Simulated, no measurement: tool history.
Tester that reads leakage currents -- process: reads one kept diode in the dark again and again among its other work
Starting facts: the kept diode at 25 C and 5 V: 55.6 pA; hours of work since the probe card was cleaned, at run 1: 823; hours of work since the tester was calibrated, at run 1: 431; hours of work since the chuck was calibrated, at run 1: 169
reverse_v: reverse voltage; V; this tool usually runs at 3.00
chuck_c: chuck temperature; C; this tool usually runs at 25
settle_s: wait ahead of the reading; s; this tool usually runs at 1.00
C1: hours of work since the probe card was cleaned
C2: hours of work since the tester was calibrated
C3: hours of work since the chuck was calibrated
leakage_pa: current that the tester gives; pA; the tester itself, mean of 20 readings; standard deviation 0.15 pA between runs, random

run 1 hour=0.0 | reverse_v=3.00 chuck_c=25 settle_s=1.00 | C1=823 C2=431 C3=169 | leakage_pa=48.79
run 2 hour=31.8 | reverse_v=3.00 chuck_c=25 settle_s=1.00 | C1=844 C2=452 C3=190 | leakage_pa=48.75
run 3 hour=61.0 | reverse_v=3.00 chuck_c=25 settle_s=1.00 | C1=863 C2=472 C3=209 | leakage_pa=49.19
run 4 hour=78.5 | reverse_v=3.00 chuck_c=25 settle_s=1.00 | C1=874 C2=483 C3=220 | leakage_pa=49.16
run 5 hour=108.1 | reverse_v=3.00 chuck_c=25 settle_s=1.00 | C1=894 C2=503 C3=240 | leakage_pa=49.15
run 6 hour=140.5 | reverse_v=3.00 chuck_c=25 settle_s=1.00 | C1=915 C2=524 C3=261 | leakage_pa=49.25
run 7 hour=177.4 | reverse_v=19.77 chuck_c=25 settle_s=1.00 | C1=939 C2=548 C3=286 | leakage_pa=108.52
run 8 hour=209.9 | reverse_v=19.77 chuck_c=25 settle_s=1.00 | C1=961 C2=570 C3=307 | leakage_pa=108.70
run 9 hour=242.5 | reverse_v=19.77 chuck_c=25 settle_s=1.00 | C1=982 C2=591 C3=328 | leakage_pa=109.74
run 10 hour=268.1 | reverse_v=19.77 chuck_c=25 settle_s=1.00 | C1=999 C2=608 C3=345 | leakage_pa=108.99
run 11 hour=290.6 | reverse_v=19.77 chuck_c=25 settle_s=1.00 | C1=1014 C2=623 C3=360 | leakage_pa=109.89
run 12 hour=310.6 | reverse_v=3.00 chuck_c=25 settle_s=1.00 | C1=1027 C2=636 C3=373 | leakage_pa=50.03
run 13 hour=345.8 | reverse_v=3.00 chuck_c=25 settle_s=1.00 | C1=1050 C2=659 C3=396 | leakage_pa=49.86
run 14 hour=365.1 | reverse_v=3.00 chuck_c=25 settle_s=1.00 | C1=1063 C2=672 C3=409 | leakage_pa=50.29
run 15 hour=388.9 | reverse_v=1.95 chuck_c=25 settle_s=1.00 | C1=1079 C2=687 C3=425 | leakage_pa=42.65
run 16 hour=413.6 | reverse_v=1.95 chuck_c=25 settle_s=1.00 | C1=1095 C2=703 C3=441 | leakage_pa=42.61
run 17 hour=449.0 | reverse_v=3.00 chuck_c=25 settle_s=0.43 | C1=1118 C2=727 C3=464 | leakage_pa=51.90
run 18 hour=464.2 | reverse_v=3.00 chuck_c=25 settle_s=0.43 | C1=1128 C2=737 C3=474 | leakage_pa=52.13
run 19 hour=489.3 | reverse_v=3.00 chuck_c=25 settle_s=0.43 | C1=1145 C2=753 C3=491 | leakage_pa=52.11
run 20 hour=513.3 | reverse_v=3.00 chuck_c=38 settle_s=1.00 | C1=1160 C2=769 C3=506 | leakage_pa=130.41
run 21 hour=528.8 | reverse_v=4.17 chuck_c=51 settle_s=2.00 | C1=1170 C2=779 C3=517 | leakage_pa=358.53
run 22 hour=552.5 | reverse_v=4.17 chuck_c=51 settle_s=2.00 | C1=1186 C2=795 C3=532 | leakage_pa=359.92
run 23 hour=573.3 | reverse_v=18.10 chuck_c=57 settle_s=1.00 | C1=1200 C2=808 C3=546 | leakage_pa=910.31
run 24 hour=592.3 | reverse_v=1.88 chuck_c=56 settle_s=0.71 | C1=1212 C2=821 C3=558 | leakage_pa=369.79
run 25 hour=609.1 | reverse_v=1.88 chuck_c=56 settle_s=0.71 | C1=1223 C2=832 C3=569 | leakage_pa=371.98
run 26 hour=643.5 | reverse_v=3.00 chuck_c=50 settle_s=7.91 | C1=1246 C2=855 C3=592 | leakage_pa=297.33
run 27 hour=664.0 | reverse_v=4.66 chuck_c=22 settle_s=6.23 | C1=1259 C2=868 C3=606 | leakage_pa=47.84
run 28 hour=685.7 | reverse_v=4.66 chuck_c=41 settle_s=0.59 | C1=1274 C2=882 C3=620 | leakage_pa=194.52
run 29 hour=718.7 | reverse_v=4.98 chuck_c=49 settle_s=0.82 | C1=1295 C2=904 C3=642 | leakage_pa=340.32
run 30 hour=733.7 | reverse_v=5.20 chuck_c=25 settle_s=8.99 | C1=1305 C2=914 C3=651 | leakage_pa=62.72
run 31 hour=755.0 | reverse_v=5.20 chuck_c=25 settle_s=8.99 | C1=1319 C2=928 C3=665 | leakage_pa=62.78
run 32 hour=775.2 | reverse_v=5.20 chuck_c=25 settle_s=8.99 | C1=1333 C2=941 C3=679 | leakage_pa=62.89
run 33 hour=803.9 | reverse_v=6.76 chuck_c=40 settle_s=1.00 | C1=1351 C2=960 C3=698 | leakage_pa=208.54
run 34 hour=837.0 | reverse_v=18.26 chuck_c=23 settle_s=4.42 | C1=1373 C2=982 C3=719 | leakage_pa=92.79
run 35 hour=872.5 | reverse_v=4.02 chuck_c=42 settle_s=4.12 | C1=1397 C2=1005 C3=743 | leakage_pa=196.19
run 36 hour=901.2 | reverse_v=3.35 chuck_c=21 settle_s=1.00 | C1=1415 C2=1024 C3=762 | leakage_pa=40.64
run 37 hour=925.0 | reverse_v=3.00 chuck_c=52 settle_s=1.00 | C1=1431 C2=1040 C3=777 | leakage_pa=345.39
run 38 hour=956.0 | reverse_v=3.00 chuck_c=27 settle_s=1.00 | C1=1451 C2=1060 C3=798 | leakage_pa=61.05
run 39 hour=990.6 | reverse_v=3.00 chuck_c=27 settle_s=1.00 | C1=1474 C2=1083 C3=820 | leakage_pa=61.01
run 40 hour=1008.0 | reverse_v=3.90 chuck_c=31 settle_s=7.12 | C1=1486 C2=1094 C3=832 | leakage_pa=89.01

For each run, the measured value with the value that run would have given without the tool's hidden condition subtracted. The run-to-run variation is shared by both, the gauge scatter possibly not:
Hidden state at play: stray current of the dirty probe card, pA a volt; current scale over the true one, %; true chuck temperature over the reading, C; drift of the gauge itself on leakage_pa, %.
run=1 leakage_pa=+1.48
run=2 leakage_pa=+1.59
run=3 leakage_pa=+1.72
run=4 leakage_pa=+1.77
run=5 leakage_pa=+1.87
run=6 leakage_pa=+1.99
run=7 leakage_pa=+9.52
run=8 leakage_pa=+9.88
run=9 leakage_pa=+10.31
run=10 leakage_pa=+10.51
run=11 leakage_pa=+10.84
run=12 leakage_pa=+2.64
run=13 leakage_pa=+2.76
run=14 leakage_pa=+2.85
run=15 leakage_pa=+2.25
run=16 leakage_pa=+2.31
run=17 leakage_pa=+3.18
run=18 leakage_pa=+3.24
run=19 leakage_pa=+3.32
run=20 leakage_pa=+6.30
run=21 leakage_pa=+14.90
run=22 leakage_pa=+15.40
run=23 leakage_pa=+42.25
run=24 leakage_pa=+15.07
run=25 leakage_pa=+15.47
run=26 leakage_pa=+14.02
run=27 leakage_pa=+4.71
run=28 leakage_pa=+11.31
run=29 leakage_pa=+18.23
run=30 leakage_pa=+6.03
run=31 leakage_pa=+6.13
run=32 leakage_pa=+6.24
run=33 leakage_pa=+14.58
run=34 leakage_pa=+15.27
run=35 leakage_pa=+13.25
run=36 leakage_pa=+4.41
run=37 leakage_pa=+21.02
run=38 leakage_pa=+5.67
run=39 leakage_pa=+5.81
run=40 leakage_pa=+8.25
